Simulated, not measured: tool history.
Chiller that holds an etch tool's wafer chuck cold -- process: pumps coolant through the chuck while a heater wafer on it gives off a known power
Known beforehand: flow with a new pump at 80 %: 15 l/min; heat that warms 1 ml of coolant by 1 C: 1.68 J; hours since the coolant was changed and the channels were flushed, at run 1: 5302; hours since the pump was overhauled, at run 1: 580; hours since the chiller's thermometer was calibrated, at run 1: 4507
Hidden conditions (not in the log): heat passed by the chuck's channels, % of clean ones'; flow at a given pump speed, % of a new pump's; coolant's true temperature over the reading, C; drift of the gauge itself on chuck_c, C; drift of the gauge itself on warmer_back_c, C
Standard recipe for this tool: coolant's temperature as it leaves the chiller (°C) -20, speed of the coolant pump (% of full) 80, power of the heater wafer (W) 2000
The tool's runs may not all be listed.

run,hour,coolant's temperature as it leaves the chiller (°C),speed of the coolant pump (% of full),power of the heater wafer (W),hours since the coolant was changed and the channels were flushed,hours since the pump was overhauled,hours since the chiller's thermometer was calibrated,chuck's temperature once it has settled (°C),how much warmer the coolant comes back (C)
1,0,-20,80,2000,5302,580,4507,6.7,4.8
2,53.4,-20,78,2000,5355,634,4560,7.1,4.93
3,104,-20,60,2000,5406,684,4611,12.6,6.51
4,150.1,-20,80,2000,5452,730,4657,6.9,4.75
5,211.8,-20,80,2000,5514,792,4719,6.9,4.81
6,244.3,-20,80,2000,5546,824,4751,7,4.8
7,295.3,-20,80,2185,5597,875,4802,9.5,5.28
8,345.9,-20,80,2000,5648,926,4853,6.9,4.83
9,398.9,-20,80,2000,5701,979,4906,6.9,4.88
10,441,-20,80,2000,5743,1021,4948,6.7,4.78
11,483.3,-20,80,2000,5785,1063,4990,7.2,4.74
12,512.9,-20,80,1580,5815,1093,5020,1.4,3.82
13,559.3,-20,80,1049,5861,1139,5066,-5.6,2.48
14,587.6,-19,76,1673,5890,1168,5095,4.7,4.25
15,643,-20,80,1264,5945,1223,5150,-2.6,3.03
16,703.9,-20,80,1264,6006,1284,5211,-2.6,3.1
17,739,-20,80,1264,6041,1319,5246,-2.5,3.06
18,771.9,-20,93,2000,6074,1352,5279,4.6,4.08
19,833,-20,93,2000,6135,1413,5340,4.5,4.14
20,875.2,-24,93,1145,6177,1455,5382,-9.7,2.38
21,913.8,-22,76,1398,6216,1494,5421,-1.8,3.59

Some steps in chuck's temperature once it has settled (°C) between neighbouring runs. How much of each would the tool show without its hidden state too (settings, what came in, random variation), and how much is left for the hidden state, with any gauge scatter that isn't in both results?
Run 13 -> 14: coolant's temperature as it leaves the chiller (°C) -20 -> -19, speed of the coolant pump (% of full) 80 -> 76, power of the heater wafer (W) 1049 -> 1673. chuck's temperature once it has settled (°C) +10.3: hidden state +0.9, all else +9.4.
Run 19 -> 20: coolant's temperature as it leaves the chiller (°C) -20 -> -24, power of the heater wafer (W) 2000 -> 1145. chuck's temperature once it has settled (°C) -14.2: hidden state -1, all else -13.2.
